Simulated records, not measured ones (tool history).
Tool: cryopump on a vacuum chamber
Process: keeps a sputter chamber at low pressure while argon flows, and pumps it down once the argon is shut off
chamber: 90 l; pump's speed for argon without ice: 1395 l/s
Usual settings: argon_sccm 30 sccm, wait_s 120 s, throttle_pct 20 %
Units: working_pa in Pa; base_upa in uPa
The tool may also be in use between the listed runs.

run    hour  argon_sccm  wait_s  throttle_pct  working_pa  base_upa
  1       0          30     120            20      0.1829      2.24
  2    43.3          30     120            20      0.1825      2.34
  3    85.2          30     120            20      0.1837      2.34
  4   123.4          30     120            20      0.1828      2.34
  5   160.5          30     120            20      0.1826      2.41
  6   190.8          30     120            20      0.1825       2.5
  7   235.8          30      35            20      0.1834      3.35
  8   258.2          30      35            20      0.1821      3.37
  9   283.3          30      78            20      0.1831      2.71
 10   310.6          53      78            20      0.3237      2.75
 11   346.4          53      78            20      0.3248       2.8
 12   380.8          53      78            20      0.3256      2.86
 13   400.6          53      78            20      0.3251      2.79
 14   423.2          13     120            20      0.0802      2.63
 15   446.5          13     120            20      0.0794      2.69
 16   468.5          13     120            20      0.0804      2.74
 17   509.9          30     120            20      0.1836      2.76
 18   543.7          26      53            29      0.1108      3.19
 19   568.6          58     120            30      0.2399      2.79
 20   600.2          30      49            25      0.1484      3.34
 21   640.4          34     219            48      0.0889      2.75
 22   678.1          53     126            35      0.1893      2.86
 23   709.5          30     112            20      0.1853      2.94
 24   753.4          58      22            32      0.2265      2.26
 25   790.7          41      66            55      0.0948      0.98
 26   817.1          15     120            20      0.0924      0.74
 27     848          15     120            20      0.0937      0.72
 28   891.3          30      67            22      0.1682      1.01
 29   935.7          36      44            51      0.0906      1.41
 30   974.9          36      44            51      0.0901      1.41
 31  1018.5          36      44            51      0.0909      1.53
 32  1058.3          36      44            51      0.0913      1.55
 33  1087.4          36      44            51       0.092      1.58

Taken out of this log: 1 entry between the listed runs. Where each belongs, and how the hidden state differs across it:
Between runs 23 and 24: leaking fittings of the chamber tightened, without venting (hour 730)
  pump's speed, % of a pump's without ice: 92.4 -> 92; cold plate's temperature, K: 12.53 -> 12.54; leak into the chamber, uPa l/s: 3276 -> 385
  measured less the result without the state, working_pa: +0.0035 -> +0.0069 Pa; base_upa: +2.32 -> +0.09 uPa
